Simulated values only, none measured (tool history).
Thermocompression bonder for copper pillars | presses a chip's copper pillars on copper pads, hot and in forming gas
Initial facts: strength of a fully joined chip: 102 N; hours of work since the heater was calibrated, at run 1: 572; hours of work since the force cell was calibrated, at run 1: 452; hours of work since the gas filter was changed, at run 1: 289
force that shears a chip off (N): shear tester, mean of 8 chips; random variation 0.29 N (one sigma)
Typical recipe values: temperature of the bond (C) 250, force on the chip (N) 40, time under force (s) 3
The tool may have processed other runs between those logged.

run   hour  temperature of the bond (C)  force on the chip (N)  time under force (s)  hours of work since the heater was calibrated  hours of work since the force cell was calibrated  hours of work since the gas filter was changed  force that shears a chip off (N)
  1      0                          250                     40                     3                                            572                                                452                                             289                              42.6
  2   26.8                          250                     40                     3                                            588                                                468                                             304                                43
  3   53.7                          250                     40                     3                                            603                                                484                                             320                              42.5
  4   67.4                          250                     50                     3                                            611                                                492                                             328                              50.9
  5   80.2                          250                     50                     3                                            619                                                499                                             336                              50.3
  6  106.6                          250                     40                     3                                            634                                                515                                             351                              42.4
  7  122.9                          220                     26                     4                                            644                                                524                                             361                              22.6
       127  -- heater calibrated with a thermocouple chip
  8  137.3                          263                     33                     3                                              6                                                532                                             368                              42.5
     151.6  -- forming gas filter changed
  9  163.3                          250                     48                     3                                             21                                                547                                               7                                53
 10  187.1                          242                     27                     3                                             35                                                561                                              21                              29.7
 11  204.4                          242                     27                     3                                             45                                                571                                              31                              29.5

Consider 5 possible next runs. They are alternatives, not a sequence: every one starts from the tool as it was left by run 11. What does each give?
  A  228.4                          277                     41                     3                                             59                                                585                                              45                                 ?
  B  228.4                          272                     53                     8                                             59                                                585                                              45                                 ?
  C  228.4                          261                     56                     4                                             59                                                585                                              45                                 ?
  D  228.4                          250                     27                     2                                             59                                                585                                              45                                 ?
  E  228.4                          242                     26                     3                                             59                                                585                                              45                                 ?

run  force that shears a chip off (N)
  A                              61.1
  B                              84.8
  C                              69.1
  D                              27.7
  E                              28.6
Had the tool no hidden state, the same runs would have come out as:
run  force that shears a chip off (N)
  A                              58.7
  B                              83.1
  C                              66.6
  D                              25.9
  E                              26.6
